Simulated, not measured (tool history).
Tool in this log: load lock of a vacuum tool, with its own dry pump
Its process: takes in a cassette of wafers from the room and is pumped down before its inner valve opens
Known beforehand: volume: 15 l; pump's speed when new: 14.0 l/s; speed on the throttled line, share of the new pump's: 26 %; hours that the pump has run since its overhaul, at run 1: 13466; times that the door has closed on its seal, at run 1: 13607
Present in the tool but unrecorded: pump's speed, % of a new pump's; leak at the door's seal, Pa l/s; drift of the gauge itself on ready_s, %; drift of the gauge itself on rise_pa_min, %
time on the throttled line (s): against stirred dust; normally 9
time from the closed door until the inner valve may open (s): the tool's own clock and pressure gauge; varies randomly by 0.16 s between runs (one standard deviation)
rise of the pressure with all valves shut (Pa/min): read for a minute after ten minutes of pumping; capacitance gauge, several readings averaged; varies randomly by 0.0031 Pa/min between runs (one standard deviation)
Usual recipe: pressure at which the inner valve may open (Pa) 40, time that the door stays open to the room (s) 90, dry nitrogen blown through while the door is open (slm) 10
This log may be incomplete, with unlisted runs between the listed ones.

run    hour  time on the throttled line (s)  pressure at which the inner valve may open (Pa)  time that the door stays open to the room (s)  dry nitrogen blown through while the door is open (slm)  hours that the pump has run since its overhaul  times that the door has closed on its seal  incoming humidity of the room's air, %  time from the closed door until the inner valve may open (s)  rise of the pressure with all valves shut (Pa/min)
  1       0                               9                                               40                                             90                                                       10                                           13466                                       13607                                    43.1                                                          15.9                                               0.161
  2   202.7                               9                                               40                                             90                                                       10                                           13668                                       14362                                    46.9                                                          15.9                                               0.165
  3   468.3                               9                                               40                                             90                                                       10                                           13934                                       15351                                      41                                                          16.3                                               0.168
  4   655.6                               9                                               40                                             90                                                       10                                           14121                                       16049                                    45.3                                                          16.4                                               0.175
  5   878.8                               9                                               40                                             90                                                       10                                           14345                                       16881                                      45                                                          16.5                                               0.181
  6  1162.8                               9                                               40                                            183                                                       10                                           14628                                       17938                                    45.9                                                          16.3                                               0.224
  7  1316.9                               9                                               40                                            183                                                        5                                           14783                                       18512                                    44.7                                                          16.3                                               0.236
  8  1586.2                               9                                               40                                            183                                                        5                                           15052                                       19515                                      46                                                          16.5                                               0.246
  9  1920.4                               9                                               40                                            183                                                        5                                           15386                                       20760                                      43                                                          16.4                                               0.247
 10  2236.5                               9                                               40                                            183                                                        5                                           15702                                       21938                                    42.3                                                          16.4                                               0.254
 11  2424.2                               9                                               40                                             90                                                       10                                           15890                                       22637                                    44.2                                                          16.3                                               0.223
 12  2595.9                               9                                               40                                             90                                                       10                                           16062                                       23277                                    43.9                                                          16.3                                               0.216
 13  2809.3                               9                                               40                                             90                                                       10                                           16275                                       24072                                    43.9                                                          16.3                                               0.232
 14  3068.1                               9                                               40                                             90                                                       10                                           16534                                       25036                                      44                                                          16.2                                               0.234
 15    3314                               9                                               40                                             90                                                       10                                           16780                                       25952                                    43.7                                                          16.7                                               0.236
 16  3503.1                               9                                               40                                             90                                                       10                                           16969                                       26656                                      47                                                          16.3                                               0.255
 17  3770.8                               9                                               40                                             90                                                       10                                           17236                                       27653                                    43.6                                                          16.4                                               0.247
 18  3994.3                               9                                               40                                            100                                                        5                                           17460                                       28486                                    43.6                                                          16.5                                               0.279
 19  4190.8                               4                                               40                                             62                                                       10                                           17657                                       29218                                    47.9                                                            13                                               0.254
 20  4461.3                               8                                               29                                            219                                                       10                                           17927                                       30225                                    43.4                                                          16.4                                               0.306
 21  4797.6                               9                                               79                                             90                                                       10                                           18263                                       31478                                    45.6                                                          15.6                                               0.277
 22  5028.2                              17                                               40                                             45                                                       10                                           18494                                       32337                                    45.5                                                          22.1                                               0.279
 23  5184.4                               8                                               29                                             46                                                       22                                           18650                                       32919                                    49.7                                                          16.4                                               0.268
 24  5531.6                               7                                               40                                             90                                                        9                                           18997                                       34212                                    45.3                                                          15.5                                               0.314
 25    5729                               9                                               40                                             90                                                       37                                           19195                                       34947                                    49.6                                                          16.9                                               0.293
 26  6050.2                               9                                               40                                             90                                                       37                                           19516                                       36144                                    45.4                                                          16.9                                               0.296
 27    6309                               9                                               45                                             90                                                       37                                           19775                                       37108                                    44.8                                                          16.7                                               0.308

Estimate the outcome of run 28 from the log above:
 28  6520.2                               9                                               33                                             90                                                       10                                           19986                                       37895                                    45.1                                                             ?                                                   ?

time from the closed door until the inner valve may open (s): 17.3
rise of the pressure with all valves shut (Pa/min): 0.355
With the hidden condition absent and the run-to-run variation left alone, this run would have shown time from the closed door until the inner valve may open (s) 15.4, rise of the pressure with all valves shut (Pa/min) 0.084.
